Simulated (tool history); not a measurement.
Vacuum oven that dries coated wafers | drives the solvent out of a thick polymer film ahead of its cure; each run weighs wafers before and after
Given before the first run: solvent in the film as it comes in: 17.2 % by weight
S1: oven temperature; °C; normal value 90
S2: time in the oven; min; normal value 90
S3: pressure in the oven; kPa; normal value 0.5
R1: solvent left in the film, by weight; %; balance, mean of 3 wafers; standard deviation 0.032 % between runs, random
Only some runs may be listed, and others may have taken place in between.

Run 1, hour 0: usual settings. Result: R1 3.82 %.
At hour 10.1: oven's thermocouples calibrated.
Run 2, hour 65.4: usual settings. Result: R1 3.53 %.
Run 3, hour 129.2: usual settings. Result: R1 3.53 %.
Run 4, hour 180.3: usual settings. Result: R1 3.54 %.
Run 5, hour 250.5: usual settings. Result: R1 3.49 %.
Run 6, hour 358.2: usual settings but S3 1.067 kPa. Result: R1 3.78 %.
Run 7, hour 431.8: usual settings but S3 1.067 kPa. Result: R1 3.75 %.
Run 8, hour 518.8: usual settings but S3 1.067 kPa. Result: R1 3.71 %.
Run 9, hour 588.4: usual settings but S3 1.067 kPa. Result: R1 3.83 %.
Run 10, hour 684.4: usual settings but S3 1.067 kPa. Result: R1 3.77 %.
Run 11, hour 733.6: usual settings. Result: R1 3.65 %.
Run 12, hour 813.4: usual settings. Result: R1 3.69 %.
Run 13, hour 898.7: usual settings but S3 0.334 kPa. Result: R1 3.59 %.
Run 14, hour 1000.8: usual settings but S3 0.334 kPa. Result: R1 3.67 %.
Run 15, hour 1097.3: usual settings but S3 0.334 kPa. Result: R1 3.69 %.
Run 16, hour 1154.6: usual settings but S3 0.905 kPa. Result: R1 3.85 %.
Run 17, hour 1257.9: usual settings but S1 98 °C, S2 71 min, S3 1.894 kPa. Result: R1 3.14 %.
Run 18, hour 1339.5: usual settings but S1 76 °C, S3 1.959 kPa. Result: R1 8.44 %.
Run 19, hour 1434.2: usual settings but S2 51 min, S3 0.263 kPa. Result: R1 6.55 %.

Run 20 has not been measured yet. What should we expect?
Run 20, hour 1514.6: usual settings but S1 84 °C, S3 0.475 kPa. Result: R1 ?.

R1: 5.64 %
Take away the tool's hidden state, keep the run-to-run variation as it was, and the same run would have given R1 5.3 %.
